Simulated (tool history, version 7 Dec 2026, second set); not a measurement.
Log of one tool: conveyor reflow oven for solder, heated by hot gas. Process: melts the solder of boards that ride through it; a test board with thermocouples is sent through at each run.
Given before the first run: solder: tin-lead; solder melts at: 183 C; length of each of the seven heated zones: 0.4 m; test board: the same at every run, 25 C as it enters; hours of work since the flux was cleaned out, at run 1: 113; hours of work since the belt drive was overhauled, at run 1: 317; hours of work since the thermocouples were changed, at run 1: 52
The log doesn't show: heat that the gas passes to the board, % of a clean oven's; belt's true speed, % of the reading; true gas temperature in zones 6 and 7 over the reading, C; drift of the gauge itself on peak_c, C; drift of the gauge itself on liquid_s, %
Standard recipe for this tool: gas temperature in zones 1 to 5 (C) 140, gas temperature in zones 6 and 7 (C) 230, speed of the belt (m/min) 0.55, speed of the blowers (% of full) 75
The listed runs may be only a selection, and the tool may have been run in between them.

run,hour,gas temperature in zones 1 to 5 (C),gas temperature in zones 6 and 7 (C),speed of the belt (m/min),speed of the blowers (% of full),hours of work since the flux was cleaned out,hours of work since the belt drive was overhauled,hours of work since the thermocouples were changed,highest temperature of the board (C),time above the solder's melting point (s)
1,0,140,230,0.55,75,113,317,52,217.2,67.91
2,9.1,140,230,0.55,75,119,323,58,217.3,68.07
3,22.3,140,230,0.55,75,127,331,67,217.5,67.98
4,32.5,140,230,0.55,75,134,338,74,217.5,67.94
5,43.2,140,230,0.555,75,141,345,81,217.1,67.01
6,54.9,140,230,0.555,75,149,353,88,217.1,67.19
7,64.3,140,230,0.555,75,155,359,94,216.9,67.09
8,75.3,140,230,0.555,75,162,366,102,216.8,66.89
9,86.7,140,230,0.555,75,169,373,109,216.9,67.04
10,101.5,140,242,0.55,75,179,383,119,227.8,75.22
11,111.7,140,242,0.55,75,186,390,125,227.7,75.47
12,127.4,140,242,0.55,63,196,400,135,225.4,73.51
13,142.6,140,242,0.55,63,206,410,145,225.1,73.42
# hour 161.3: flux residue cleaned out of gas plates and filters
14,162.2,140,230,0.55,75,1,419,155,217.5,68.34
15,176.4,140,230,0.55,75,10,428,164,217.3,68.32
16,185.3,140,230,0.55,75,16,434,170,217.4,68.21
17,195.4,140,230,0.55,75,22,441,176,217.3,68.29

What does the tool deliver on the next run?
18,213.5,140,230,0.553,75,34,453,188,?,?

{"run 18": {"highest temperature of the board (C)": 217.4, "time above the solder's melting point (s)": 67.65}}
If the tool had no hidden condition, the same run with the same run-to-run variation would have returned highest temperature of the board (C) 218.3, time above the solder's melting point (s) 67.64.
